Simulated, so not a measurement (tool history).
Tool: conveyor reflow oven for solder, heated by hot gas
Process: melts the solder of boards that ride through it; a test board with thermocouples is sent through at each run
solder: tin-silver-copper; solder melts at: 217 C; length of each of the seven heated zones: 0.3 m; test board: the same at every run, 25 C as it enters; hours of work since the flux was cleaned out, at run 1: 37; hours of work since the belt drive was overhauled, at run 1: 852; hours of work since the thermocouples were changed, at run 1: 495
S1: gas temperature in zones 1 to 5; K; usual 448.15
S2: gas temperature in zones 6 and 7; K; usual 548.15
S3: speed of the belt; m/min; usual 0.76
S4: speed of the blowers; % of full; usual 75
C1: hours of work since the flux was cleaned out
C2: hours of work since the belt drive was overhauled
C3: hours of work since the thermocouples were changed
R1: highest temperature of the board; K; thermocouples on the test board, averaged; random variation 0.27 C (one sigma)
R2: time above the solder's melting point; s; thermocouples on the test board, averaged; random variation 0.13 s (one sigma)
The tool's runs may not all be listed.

| run | hour | S1 | S2 | S3 | S4 | C1 | C2 | C3 | R1 | R2 |
|---|---|---|---|---|---|---|---|---|---|---|
| 1 | 0 | 448.15 | 548.15 | 0.76 | 75 | 37 | 852 | 495 | 529.55 | 38.2 |
| 2 | 66.4 | 448.15 | 548.15 | 0.76 | 81 | 75 | 890 | 533 | 531.05 | 38.8 |
| 3 | 121 | 448.15 | 548.15 | 0.76 | 81 | 107 | 922 | 564 | 530.65 | 38.5 |
| 4 | 170 | 448.15 | 548.15 | 0.786 | 75 | 135 | 950 | 593 | 527.75 | 35.9 |
| 5 | 209.6 | 448.15 | 548.15 | 0.786 | 75 | 158 | 973 | 615 | 527.85 | 35.6 |
| 6 | 275.5 | 448.15 | 548.15 | 0.786 | 75 | 196 | 1011 | 653 | 527.35 | 35.4 |
| 7 | 329.3 | 448.15 | 548.15 | 0.853 | 75 | 227 | 1042 | 684 | 523.55 | 31.1 |
|  | 382.1 | flux residue cleaned out of gas plates and filters |
| 8 | 384.6 | 448.15 | 548.15 | 0.76 | 75 | 1 | 1071 | 713 | 529.25 | 38.3 |
| 9 | 458.9 | 448.15 | 548.15 | 0.779 | 52 | 44 | 1114 | 756 | 520.05 | 31.2 |
| 10 | 497.4 | 434.15 | 548.15 | 0.851 | 70 | 66 | 1136 | 778 | 519.85 | 26.6 |
| 11 | 554.9 | 448.15 | 551.15 | 0.76 | 75 | 100 | 1169 | 812 | 531.55 | 39.1 |
|  | 626.9 | belt drive overhauled, speed set with a stopwatch |
| 12 | 634.2 | 458.15 | 548.15 | 0.76 | 57 | 143 | 4 | 855 | 523.95 | 36.2 |
| 13 | 691.4 | 448.15 | 547.15 | 0.76 | 85 | 176 | 37 | 888 | 528.75 | 37 |
| 14 | 741.9 | 448.15 | 547.15 | 0.76 | 85 | 205 | 66 | 917 | 528.45 | 36.7 |
| 15 | 796.2 | 448.15 | 547.15 | 0.76 | 85 | 236 | 98 | 948 | 528.55 | 36.6 |

Hidden state or all else? Some run-to-run changes of R1, split into what the settings, what came in and random variation would give without the hidden state, and what is left for the hidden state (with any gauge scatter that isn't in both results):
The hidden state here: heat that the gas passes to the board, % of a clean oven's; belt's true speed, % of the reading; true gas temperature in zones 6 and 7 over the reading, C; drift of the gauge itself on peak_c, C; drift of the gauge itself on liquid_s, %.
Run 7 -> 8: S3 0.853 -> 0.76, flux residue cleaned out of gas plates and filters. R1 +5.7 K: hidden state +1.6, all else +4.1.
Run 10 -> 11: S1 434.15 -> 448.15, S2 548.15 -> 551.15, S3 0.851 -> 0.76, S4 70 -> 75. R1 +11.7 K: hidden state -0.4, all else +12.1.

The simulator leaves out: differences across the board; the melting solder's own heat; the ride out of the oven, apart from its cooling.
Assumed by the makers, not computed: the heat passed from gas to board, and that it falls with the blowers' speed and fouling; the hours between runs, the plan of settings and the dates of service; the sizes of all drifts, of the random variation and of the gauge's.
